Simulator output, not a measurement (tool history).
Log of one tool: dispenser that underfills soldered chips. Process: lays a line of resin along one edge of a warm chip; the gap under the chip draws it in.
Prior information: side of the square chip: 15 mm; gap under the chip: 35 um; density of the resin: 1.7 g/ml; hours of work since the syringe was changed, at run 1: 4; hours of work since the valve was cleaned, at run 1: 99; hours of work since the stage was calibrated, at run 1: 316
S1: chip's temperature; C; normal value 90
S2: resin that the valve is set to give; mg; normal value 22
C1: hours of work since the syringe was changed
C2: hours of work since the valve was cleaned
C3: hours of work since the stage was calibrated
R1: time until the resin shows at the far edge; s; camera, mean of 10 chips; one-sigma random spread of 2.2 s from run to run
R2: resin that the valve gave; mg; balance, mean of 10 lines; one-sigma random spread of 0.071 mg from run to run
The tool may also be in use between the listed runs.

| run | hour | S1 | S2 | C1 | C2 | C3 | R1 | R2 |
|---|---|---|---|---|---|---|---|---|
| 1 | 0 | 90 | 22 | 4 | 99 | 316 | 267 | 21.15 |
| 2 | 6.7 | 90 | 22 | 9 | 104 | 321 | 347.5 | 21.12 |
|  | 12.3 | new syringe of resin |
| 3 | 20.9 | 90 | 22 | 6 | 113 | 331 | 297.7 | 20.99 |
|  | 29.8 | new syringe of resin |
| 4 | 33.5 | 90 | 22 | 3 | 122 | 339 | 243.6 | 21.06 |
| 5 | 46.3 | 79 | 22 | 11 | 131 | 348 | 657.2 | 20.94 |
|  | 47.6 | new syringe of resin |
|  | 54.2 | dispensing valve cleaned and set on the balance |
| 6 | 61.1 | 90 | 20.9 | 9 | 5 | 358 | 345.8 | 20.89 |
|  | 66.3 | new syringe of resin |
| 7 | 67.6 | 90 | 20.9 | 1 | 9 | 362 | 222.9 | 20.87 |
| 8 | 78.9 | 90 | 20.9 | 9 | 17 | 370 | 347 | 20.74 |
|  | 83.9 | new syringe of resin |
| 9 | 89.8 | 90 | 20.9 | 4 | 24 | 377 | 267.7 | 20.65 |
|  | 101.9 | new syringe of resin |
| 10 | 102.6 | 90 | 20.9 | 1 | 33 | 386 | 215.1 | 20.6 |
| 11 | 112.3 | 90 | 20.9 | 7 | 40 | 393 | 306.1 | 20.61 |
|  | 119.6 | new syringe of resin |
| 12 | 124.1 | 90 | 20.9 | 3 | 48 | 401 | 249.8 | 20.53 |
| 13 | 135.5 | 90 | 20.9 | 11 | 56 | 408 | 393.2 | 20.39 |
|  | 137 | new syringe of resin |
| 14 | 147.7 | 90 | 22 | 7 | 64 | 417 | 308.2 | 21.56 |
| 15 | 153.9 | 90 | 22 | 12 | 68 | 421 | 395.5 | 21.43 |
|  | 155.1 | new syringe of resin |
| 16 | 167.4 | 90 | 22 | 9 | 77 | 430 | 336.4 | 21.36 |
|  | 173.2 | new syringe of resin |
| 17 | 174.7 | 84 | 23.4 | 1 | 82 | 435 | 280.1 | 22.69 |
| 18 | 184.9 | 77 | 22.9 | 8 | 89 | 442 | 584.8 | 22.16 |
|  | 191.2 | new syringe of resin |
| 19 | 197.4 | 77 | 22.9 | 4 | 98 | 451 | 479.9 | 22.04 |
|  | 208.7 | new syringe of resin |
| 20 | 210.8 | 90 | 21.3 | 1 | 107 | 460 | 223.3 | 20.54 |
| 21 | 221.2 | 104 | 21.3 | 9 | 114 | 467 | 185 | 20.46 |
|  | 226.6 | new syringe of resin |
| 22 | 232.7 | 95 | 19.9 | 4 | 122 | 475 | 213.6 | 18.96 |
| 23 | 241.7 | 82 | 21.6 | 11 | 128 | 481 | 536.5 | 20.62 |
|  | 244 | new syringe of resin |
|  | 252.6 | dispensing valve cleaned and set on the balance |
| 24 | 252.7 | 83 | 22.3 | 5 | 0 | 488 | 374.6 | 22.39 |
| 25 | 260 | 94 | 27.8 | 10 | 5 | 493 | 301.1 | 27.74 |
|  | 262.4 | new syringe of resin |
| 26 | 266.9 | 90 | 28.5 | 3 | 10 | 498 | 241.2 | 28.35 |
| 27 | 278.8 | 99 | 27.3 | 11 | 18 | 506 | 259.5 | 27.19 |

Selected run-to-run steps in R1, each split into two signed amounts: the part the tool would show with no hidden state at all (from settings, incoming material and random variation), and the remainder, which goes to the hidden state together with any gauge scatter not common to the measured and the hidden-state-free results:
Hidden state at play: resin's viscosity, % of fresh resin's; dose that the valve gives, % of what is set; true chip temperature over the reading, C; drift of the gauge itself on fill_s, %; drift of the gauge itself on given_mg, %.
Run 4 -> 5: S1 90 -> 79. R1 +413.6 s: hidden state +271.6, all else +142.
Run 17 -> 18: S1 84 -> 77, S2 23.4 -> 22.9. R1 +304.7 s: hidden state +189.9, all else +114.8.
Run 22 -> 23: S1 95 -> 82, S2 19.9 -> 21.6. R1 +322.9 s: hidden state +183, all else +139.9.

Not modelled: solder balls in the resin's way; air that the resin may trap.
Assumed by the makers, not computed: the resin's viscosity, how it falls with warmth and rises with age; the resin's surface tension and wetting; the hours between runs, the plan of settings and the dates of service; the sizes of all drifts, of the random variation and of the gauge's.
